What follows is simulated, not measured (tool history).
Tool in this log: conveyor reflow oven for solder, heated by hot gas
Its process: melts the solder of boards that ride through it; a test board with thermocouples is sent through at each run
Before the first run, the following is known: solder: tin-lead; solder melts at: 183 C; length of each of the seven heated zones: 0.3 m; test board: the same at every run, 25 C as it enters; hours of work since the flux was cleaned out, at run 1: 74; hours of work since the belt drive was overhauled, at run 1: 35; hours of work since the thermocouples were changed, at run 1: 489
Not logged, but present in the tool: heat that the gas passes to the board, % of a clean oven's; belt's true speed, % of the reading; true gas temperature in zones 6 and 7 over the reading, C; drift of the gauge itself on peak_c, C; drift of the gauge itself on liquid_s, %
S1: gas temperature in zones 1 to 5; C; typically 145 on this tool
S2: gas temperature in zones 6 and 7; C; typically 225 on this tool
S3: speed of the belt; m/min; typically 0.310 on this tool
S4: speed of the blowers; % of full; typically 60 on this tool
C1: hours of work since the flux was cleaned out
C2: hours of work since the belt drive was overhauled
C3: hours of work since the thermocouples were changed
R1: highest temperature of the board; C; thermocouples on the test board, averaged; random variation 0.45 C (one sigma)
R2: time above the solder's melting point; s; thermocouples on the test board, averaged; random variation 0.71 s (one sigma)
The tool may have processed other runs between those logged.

run 1 hour=0.0 | S1=145 S2=225 S3=0.310 S4=60 | C1=74 C2=35 C3=489 | R1=208.9 R2=80.6
run 2 hour=15.1 | S1=145 S2=225 S3=0.310 S4=60 | C1=85 C2=46 C3=501 | R1=208.8 R2=80.1
run 3 hour=26.6 | S1=145 S2=225 S3=0.310 S4=60 | C1=94 C2=55 C3=510 | R1=209.0 R2=78.8
run 4 hour=38.4 | S1=153 S2=225 S3=0.310 S4=60 | C1=103 C2=64 C3=519 | R1=210.5 R2=87.2
run 5 hour=45.4 | S1=153 S2=225 S3=0.310 S4=60 | C1=108 C2=70 C3=524 | R1=209.7 R2=87.6
run 6 hour=61.1 | S1=145 S2=225 S3=0.310 S4=63 | C1=120 C2=82 C3=536 | R1=208.6 R2=81.9
run 7 hour=77.4 | S1=145 S2=225 S3=0.310 S4=60 | C1=133 C2=94 C3=549 | R1=208.7 R2=79.3
run 8 hour=85.1 | S1=145 S2=225 S3=0.310 S4=60 | C1=139 C2=100 C3=554 | R1=209.3 R2=79.1
run 9 hour=92.4 | S1=145 S2=225 S3=0.310 S4=54 | C1=144 C2=105 C3=560 | R1=206.3 R2=76.6
run 10 hour=102.0 | S1=145 S2=225 S3=0.310 S4=84 | C1=152 C2=113 C3=567 | R1=213.1 R2=87.9
run 11 hour=114.5 | S1=145 S2=225 S3=0.310 S4=84 | C1=161 C2=122 C3=577 | R1=212.8 R2=87.1
run 12 hour=127.8 | S1=145 S2=225 S3=0.310 S4=84 | C1=172 C2=133 C3=587 | R1=212.4 R2=87.2
run 13 hour=143.3 | S1=154 S2=225 S3=0.310 S4=60 | C1=183 C2=145 C3=599 | R1=210.0 R2=89.7
run 14 hour=159.7 | S1=154 S2=220 S3=0.310 S4=60 | C1=196 C2=157 C3=612 | R1=205.9 R2=81.0
run 15 hour=167.2 | S1=145 S2=225 S3=0.310 S4=60 | C1=202 C2=163 C3=617 | R1=208.0 R2=79.1
run 16 hour=176.6 | S1=145 S2=225 S3=0.310 S4=60 | C1=209 C2=170 C3=625 | R1=207.5 R2=79.7
run 17 hour=185.8 | S1=146 S2=225 S3=0.347 S4=60 | C1=216 C2=177 C3=632 | R1=205.5 R2=65.7
run 18 hour=200.8 | S1=146 S2=225 S3=0.347 S4=84 | C1=227 C2=189 C3=643 | R1=210.0 R2=73.5
run 19 hour=211.2 | S1=146 S2=225 S3=0.347 S4=84 | C1=235 C2=196 C3=651 | R1=208.9 R2=72.6
run 20 hour=227.1 | S1=146 S2=225 S3=0.347 S4=84 | C1=248 C2=209 C3=663 | R1=209.2 R2=74.3
run 21 hour=234.9 | S1=146 S2=225 S3=0.347 S4=84 | C1=253 C2=215 C3=669 | R1=209.7 R2=72.7
run 22 hour=247.0 | S1=146 S2=225 S3=0.347 S4=84 | C1=263 C2=224 C3=678 | R1=209.2 R2=74.0
run 23 hour=257.2 | S1=158 S2=226 S3=0.355 S4=81 | C1=271 C2=232 C3=686 | R1=211.5 R2=81.8
run 24 hour=271.1 | S1=149 S2=218 S3=0.339 S4=61 | C1=281 C2=242 C3=697 | R1=200.6 R2=62.1
run 25 hour=283.8 | S1=145 S2=225 S3=0.293 S4=60 | C1=291 C2=252 C3=707 | R1=209.6 R2=85.5

Predict the results of run 26:
run 26 hour=298.6 | S1=145 S2=226 S3=0.310 S4=85 | C1=302 C2=263 C3=718 | R1=? R2=?

{"run 26": {"R1": 212.3, "R2": 88.5}}
Had the tool carried no hidden state, the very same run would have given R1 216.0 C, R2 92.5 s.
